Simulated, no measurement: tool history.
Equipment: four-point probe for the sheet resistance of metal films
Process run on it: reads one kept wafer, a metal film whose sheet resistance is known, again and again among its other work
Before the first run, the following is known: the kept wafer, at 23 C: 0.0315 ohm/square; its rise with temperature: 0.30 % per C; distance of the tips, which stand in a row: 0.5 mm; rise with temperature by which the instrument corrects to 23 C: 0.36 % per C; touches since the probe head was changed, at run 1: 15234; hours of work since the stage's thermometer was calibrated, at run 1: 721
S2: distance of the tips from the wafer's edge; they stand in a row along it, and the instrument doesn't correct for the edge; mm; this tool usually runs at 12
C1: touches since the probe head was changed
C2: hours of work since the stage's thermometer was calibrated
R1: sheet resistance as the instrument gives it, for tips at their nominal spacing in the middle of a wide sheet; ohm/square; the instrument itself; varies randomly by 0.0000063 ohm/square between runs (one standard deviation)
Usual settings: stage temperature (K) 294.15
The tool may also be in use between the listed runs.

{"run": 1, "hour": 0.0, "stage temperature (K)": 294.15, "S2": 12, "C1": 15234, "C2": 721, "R1": 0.031623}
{"run": 2, "hour": 28.7, "stage temperature (K)": 294.15, "S2": 12, "C1": 16040, "C2": 738, "R1": 0.031632}
{"run": 3, "hour": 65.4, "stage temperature (K)": 294.15, "S2": 12, "C1": 17069, "C2": 760, "R1": 0.031615}
{"run": 4, "hour": 123.2, "stage temperature (K)": 294.15, "S2": 12, "C1": 18688, "C2": 795, "R1": 0.031628}
{"run": 5, "hour": 182.0, "stage temperature (K)": 294.15, "S2": 54, "C1": 20338, "C2": 830, "R1": 0.03162}
{"run": 6, "hour": 213.4, "stage temperature (K)": 294.15, "S2": 54, "C1": 21218, "C2": 849, "R1": 0.031605}
{"run": 7, "hour": 277.9, "stage temperature (K)": 294.15, "S2": 12, "C1": 23027, "C2": 888, "R1": 0.031645}
{"run": 8, "hour": 308.8, "stage temperature (K)": 294.15, "S2": 12, "C1": 23894, "C2": 907, "R1": 0.03164}
{"run": 9, "hour": 371.5, "stage temperature (K)": 294.15, "S2": 12, "C1": 25651, "C2": 944, "R1": 0.03164}
{"run": 10, "hour": 412.3, "stage temperature (K)": 300.15, "S2": 12, "C1": 26794, "C2": 969, "R1": 0.031528}
{"run": 11, "hour": 464.7, "stage temperature (K)": 294.15, "S2": 12, "C1": 28263, "C2": 1001, "R1": 0.031647}
{"run": 12, "hour": 508.4, "stage temperature (K)": 294.15, "S2": 12, "C1": 29489, "C2": 1027, "R1": 0.031647}
{"run": 13, "hour": 537.5, "stage temperature (K)": 294.15, "S2": 9, "C1": 30305, "C2": 1044, "R1": 0.031671}
{"run": 14, "hour": 571.4, "stage temperature (K)": 300.15, "S2": 9, "C1": 31256, "C2": 1065, "R1": 0.031572}
{"run": 15, "hour": 638.6, "stage temperature (K)": 300.15, "S2": 9, "C1": 33140, "C2": 1105, "R1": 0.031561}
{"run": 16, "hour": 689.1, "stage temperature (K)": 301.15, "S2": 12, "C1": 34558, "C2": 1136, "R1": 0.031534}
{"run": 17, "hour": 737.1, "stage temperature (K)": 294.15, "S2": 12, "C1": 35902, "C2": 1165, "R1": 0.03166}
{"run": 18, "hour": 777.0, "stage temperature (K)": 294.15, "S2": 12, "C1": 37021, "C2": 1189, "R1": 0.031676}
{"run": 19, "hour": 840.4, "stage temperature (K)": 303.15, "S2": 12, "C1": 38798, "C2": 1227, "R1": 0.031509}
{"run": 20, "hour": 897.5, "stage temperature (K)": 303.15, "S2": 12, "C1": 40401, "C2": 1261, "R1": 0.031501}
{"run": 21, "hour": 932.9, "stage temperature (K)": 296.15, "S2": 12, "C1": 41394, "C2": 1283, "R1": 0.031649}
{"run": 22, "hour": 964.5, "stage temperature (K)": 296.15, "S2": 12, "C1": 42279, "C2": 1302, "R1": 0.031632}
{"run": 23, "hour": 1006.1, "stage temperature (K)": 295.15, "S2": 39, "C1": 43447, "C2": 1327, "R1": 0.031634}
{"run": 24, "hour": 1062.4, "stage temperature (K)": 304.15, "S2": 4, "C1": 45025, "C2": 1361, "R1": 0.031735}
{"run": 25, "hour": 1121.6, "stage temperature (K)": 304.15, "S2": 4, "C1": 46684, "C2": 1396, "R1": 0.031734}
{"run": 26, "hour": 1167.8, "stage temperature (K)": 305.15, "S2": 38, "C1": 47980, "C2": 1424, "R1": 0.031459}
{"run": 27, "hour": 1199.9, "stage temperature (K)": 305.15, "S2": 38, "C1": 48881, "C2": 1443, "R1": 0.031458}
{"run": 28, "hour": 1252.9, "stage temperature (K)": 296.15, "S2": 12, "C1": 50366, "C2": 1475, "R1": 0.031645}
{"run": 29, "hour": 1281.8, "stage temperature (K)": 308.15, "S2": 8, "C1": 51177, "C2": 1493, "R1": 0.031474}
{"run": 30, "hour": 1345.5, "stage temperature (K)": 308.15, "S2": 8, "C1": 52962, "C2": 1531, "R1": 0.03149}
{"run": 31, "hour": 1410.0, "stage temperature (K)": 297.15, "S2": 12, "C1": 54770, "C2": 1570, "R1": 0.031647}
{"run": 32, "hour": 1441.6, "stage temperature (K)": 298.15, "S2": 57, "C1": 55658, "C2": 1589, "R1": 0.031603}
{"run": 33, "hour": 1483.6, "stage temperature (K)": 298.15, "S2": 57, "C1": 56834, "C2": 1614, "R1": 0.031607}
{"run": 34, "hour": 1547.0, "stage temperature (K)": 306.15, "S2": 40, "C1": 58614, "C2": 1652, "R1": 0.031472}
{"run": 35, "hour": 1614.2, "stage temperature (K)": 291.15, "S2": 12, "C1": 60498, "C2": 1693, "R1": 0.031773}
{"run": 36, "hour": 1681.3, "stage temperature (K)": 291.15, "S2": 12, "C1": 62379, "C2": 1733, "R1": 0.031771}
{"run": 37, "hour": 1726.7, "stage temperature (K)": 295.15, "S2": 21, "C1": 63651, "C2": 1761, "R1": 0.031667}
{"run": 38, "hour": 1785.6, "stage temperature (K)": 300.15, "S2": 62, "C1": 65304, "C2": 1796, "R1": 0.031575}
{"run": 39, "hour": 1842.0, "stage temperature (K)": 300.15, "S2": 62, "C1": 66884, "C2": 1830, "R1": 0.031582}
{"run": 40, "hour": 1879.9, "stage temperature (K)": 298.15, "S2": 4, "C1": 67948, "C2": 1853, "R1": 0.031881}
{"run": 41, "hour": 1918.4, "stage temperature (K)": 301.15, "S2": 29, "C1": 69027, "C2": 1876, "R1": 0.031579}
{"run": 42, "hour": 1983.3, "stage temperature (K)": 294.15, "S2": 5, "C1": 70848, "C2": 1915, "R1": 0.031871}
{"run": 43, "hour": 2022.0, "stage temperature (K)": 301.15, "S2": 28, "C1": 71932, "C2": 1938, "R1": 0.03158}
{"run": 44, "hour": 2054.5, "stage temperature (K)": 301.15, "S2": 28, "C1": 72845, "C2": 1958, "R1": 0.03158}

Table of differences, measured result less the result of that run with no hidden state. Run-to-run variation is the same in both. Gauge scatter possibly is not:
Unlogged tool condition in this case: inner tips' distance over the nominal, %; tips' flats over new ones', %; wafer's true temperature over the reading, C; drift of the gauge itself on sheet_ohm, %.
run=1 R1=+0.000056
run=2 R1=+0.000057
run=3 R1=+0.000059
run=4 R1=+0.000062
run=5 R1=+0.000065
run=6 R1=+0.000068
run=7 R1=+0.000071
run=8 R1=+0.000073
run=9 R1=+0.000076
run=10 R1=+0.000078
run=11 R1=+0.000081
run=12 R1=+0.000083
run=13 R1=+0.000085
run=14 R1=+0.000085
run=15 R1=+0.000089
run=16 R1=+0.000092
run=17 R1=+0.000095
run=18 R1=+0.000097
run=19 R1=+0.0001
run=20 R1=+0.000103
run=21 R1=+0.000106
run=22 R1=+0.000108
run=23 R1=+0.00011
run=24 R1=+0.000113
run=25 R1=+0.000115
run=26 R1=+0.000117
run=27 R1=+0.000119
run=28 R1=+0.000124
run=29 R1=+0.000123
run=30 R1=+0.000126
run=31 R1=+0.000131
run=32 R1=+0.000133
run=33 R1=+0.000136
run=34 R1=+0.000137
run=35 R1=+0.000144
run=36 R1=+0.000148
run=37 R1=+0.000149
run=38 R1=+0.000151
run=39 R1=+0.000155
run=40 R1=+0.000158
run=41 R1=+0.000159
run=42 R1=+0.000164
run=43 R1=+0.000164
run=44 R1=+0.000165
